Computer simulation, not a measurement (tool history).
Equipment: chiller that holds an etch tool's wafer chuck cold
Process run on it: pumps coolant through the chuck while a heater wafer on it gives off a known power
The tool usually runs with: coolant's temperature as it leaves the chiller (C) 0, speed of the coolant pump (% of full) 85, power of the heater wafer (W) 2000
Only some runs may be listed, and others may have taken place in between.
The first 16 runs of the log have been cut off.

| run | day | coolant's temperature as it leaves the chiller (C) | speed of the coolant pump (% of full) | power of the heater wafer (W) | hours since the coolant was changed and the channels were flushed | hours since the pump was overhauled | hours since the chiller's thermometer was calibrated | chuck's temperature once it has settled (C) | how much warmer the coolant comes back (C) |
|---|---|---|---|---|---|---|---|---|---|
| 17 | 51.892 | -9 | 73 | 2000 | 4966 | 5150 | 3361 | 12 | 8.42 |
| 18 | 54.354 | -9 | 73 | 2000 | 5025 | 5209 | 3420 | 12 | 8.56 |
| 19 | 58.546 | -9 | 73 | 2000 | 5125 | 5310 | 3521 | 12.1 | 8.6 |
| 20 | 60.733 | -5 | 64 | 1207 | 5178 | 5362 | 3573 | 9.3 | 5.91 |
| 21 | 63.546 | 6 | 64 | 2521 | 5246 | 5430 | 3641 | 35.4 | 12.45 |
|  | 63.938 | chiller's thermometer calibrated |
| 22 | 67.554 | -6 | 80 | 1587 | 5341 | 5525 | 87 | 9.5 | 6.16 |
| 23 | 71.933 | 0 | 83 | 2000 | 5446 | 5630 | 192 | 18.9 | 7.42 |
| 24 | 75.812 | 4 | 65 | 1480 | 5539 | 5723 | 285 | 21 | 7.27 |
| 25 | 78.604 | 4 | 65 | 1480 | 5606 | 5790 | 352 | 21.1 | 7.21 |
| 26 | 81.779 | 0 | 68 | 1271 | 5682 | 5867 | 428 | 14.3 | 5.9 |
| 27 | 86.271 | -5 | 69 | 1224 | 5790 | 5974 | 536 | 8.5 | 5.62 |
| 28 | 90.042 | -6 | 69 | 1224 | 5880 | 6065 | 627 | 7.7 | 5.59 |
| 29 | 94.762 | 0 | 97 | 1161 | 5994 | 6178 | 740 | 10.2 | 3.66 |
| 30 | 99.362 | -1 | 86 | 2000 | 6104 | 6289 | 850 | 18 | 7.15 |
| 31 | 101.5 | 0 | 85 | 2930 | 6155 | 6340 | 902 | 28.2 | 10.76 |

Forecast each of these 5 alternatives for the next run:
| A | 105.954 | 4 | 85 | 2930 | 6262 | 6447 | 1008 | ? | ? |
| B | 105.954 | 6 | 94 | 1722 | 6262 | 6447 | 1008 | ? | ? |
| C | 105.954 | -8 | 85 | 2000 | 6262 | 6447 | 1008 | ? | ? |
| D | 105.954 | 0 | 85 | 1359 | 6262 | 6447 | 1008 | ? | ? |
| E | 105.954 | -1 | 100 | 1024 | 6262 | 6447 | 1008 | ? | ? |

| run | chuck's temperature once it has settled (C) | how much warmer the coolant comes back (C) |
|---|---|---|
| A | 32 | 10.8 |
| B | 21.5 | 5.71 |
| C | 11.2 | 7.31 |
| D | 13.2 | 5.07 |
| E | 8 | 3.17 |
Without the tool's unlogged condition, the same runs would have read:
| run | chuck's temperature once it has settled (C) | how much warmer the coolant comes back (C) |
|---|---|---|
| A | 26.7 | 9.7 |
| B | 18.5 | 5.12 |
| C | 7.5 | 6.56 |
| D | 10.6 | 4.56 |
| E | 6.2 | 2.84 |

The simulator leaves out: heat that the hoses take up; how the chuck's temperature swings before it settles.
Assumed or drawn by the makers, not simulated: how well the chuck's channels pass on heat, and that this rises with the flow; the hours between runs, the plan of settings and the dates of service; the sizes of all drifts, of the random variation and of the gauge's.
